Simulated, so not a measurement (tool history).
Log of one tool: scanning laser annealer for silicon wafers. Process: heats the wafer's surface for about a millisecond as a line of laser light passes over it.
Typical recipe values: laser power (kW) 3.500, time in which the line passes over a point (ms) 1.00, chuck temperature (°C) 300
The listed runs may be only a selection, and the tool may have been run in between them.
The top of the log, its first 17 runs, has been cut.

| run | hour | laser power (kW) | time in which the line passes over a point (ms) | chuck temperature (°C) | hours of work since the window was cleaned | hours of work since the power meter was calibrated | hours of work since the optics were aligned | highest temperature of the surface (°C) |
|---|---|---|---|---|---|---|---|---|
| 18 | 1273.2 | 3.500 | 1.00 | 292 | 238 | 2381 | 410 | 1017 |
| 19 | 1329.3 | 3.500 | 1.00 | 292 | 266 | 2409 | 438 | 1016 |
| 20 | 1404.8 | 3.500 | 1.00 | 284 | 303 | 2447 | 475 | 1009 |
| 21 | 1454.2 | 3.500 | 1.00 | 300 | 328 | 2472 | 500 | 1024 |
| 22 | 1532.5 | 3.456 | 1.16 | 325 | 367 | 2511 | 539 | 1092 |
| 23 | 1609.7 | 3.423 | 1.23 | 325 | 406 | 2549 | 578 | 1106 |
| 24 | 1682.4 | 3.210 | 0.72 | 304 | 442 | 2586 | 614 | 845 |
| 25 | 1759.1 | 3.210 | 0.72 | 304 | 480 | 2624 | 652 | 841 |
| 26 | 1810.5 | 3.622 | 0.72 | 337 | 506 | 2650 | 678 | 958 |
| 27 | 1866.6 | 3.516 | 1.02 | 266 | 534 | 2678 | 706 | 989 |
| 28 | 1946.1 | 3.516 | 1.02 | 266 | 574 | 2717 | 746 | 987 |
| 29 | 2031.5 | 3.516 | 1.02 | 266 | 616 | 2760 | 789 | 982 |
| 30 | 2106.4 | 3.516 | 1.02 | 266 | 654 | 2798 | 826 | 983 |
| 31 | 2192.7 | 3.164 | 1.06 | 275 | 697 | 2841 | 869 | 923 |
| 32 | 2249.6 | 3.086 | 1.00 | 270 | 725 | 2869 | 897 | 880 |
| 33 | 2302.1 | 3.844 | 0.93 | 295 | 752 | 2895 | 924 | 1042 |
| 34 | 2387.7 | 3.844 | 0.93 | 331 | 794 | 2938 | 966 | 1076 |
|  | 2431.8 | window over the wafer cleaned |
| 35 | 2482.1 | 3.844 | 0.93 | 331 | 25 | 2984 | 1013 | 1101 |
| 36 | 2579.2 | 2.978 | 0.77 | 306 | 74 | 3033 | 1061 | 829 |
| 37 | 2660.3 | 2.978 | 1.01 | 306 | 114 | 3073 | 1102 | 910 |
|  | 2687.6 | optics aligned, line set to its width |
| 38 | 2760.8 | 3.608 | 1.00 | 262 | 162 | 3121 | 37 | 1014 |
| 39 | 2812.2 | 3.588 | 0.96 | 289 | 188 | 3147 | 62 | 1023 |
| 40 | 2870.4 | 3.500 | 0.85 | 292 | 217 | 3176 | 91 | 958 |
| 41 | 2961.8 | 3.500 | 0.85 | 292 | 262 | 3221 | 137 | 956 |
| 42 | 3037.0 | 3.500 | 1.00 | 300 | 300 | 3259 | 175 | 1021 |

Forecast each of these 3 alternatives for the next run:
| A | 3104.9 | 3.314 | 1.01 | 270 | 334 | 3293 | 208 | ? |
| B | 3104.9 | 3.218 | 0.90 | 310 | 334 | 3293 | 208 | ? |
| C | 3104.9 | 3.500 | 0.80 | 300 | 334 | 3293 | 208 | ? |

| run | highest temperature of the surface (°C) |
|---|---|
| A | 953 |
| B | 932 |
| C | 936 |
The same runs, with their run-to-run variation unchanged, on a tool lacking any hidden condition would have given:
| run | highest temperature of the surface (°C) |
|---|---|
| A | 976 |
| B | 953 |
| C | 958 |

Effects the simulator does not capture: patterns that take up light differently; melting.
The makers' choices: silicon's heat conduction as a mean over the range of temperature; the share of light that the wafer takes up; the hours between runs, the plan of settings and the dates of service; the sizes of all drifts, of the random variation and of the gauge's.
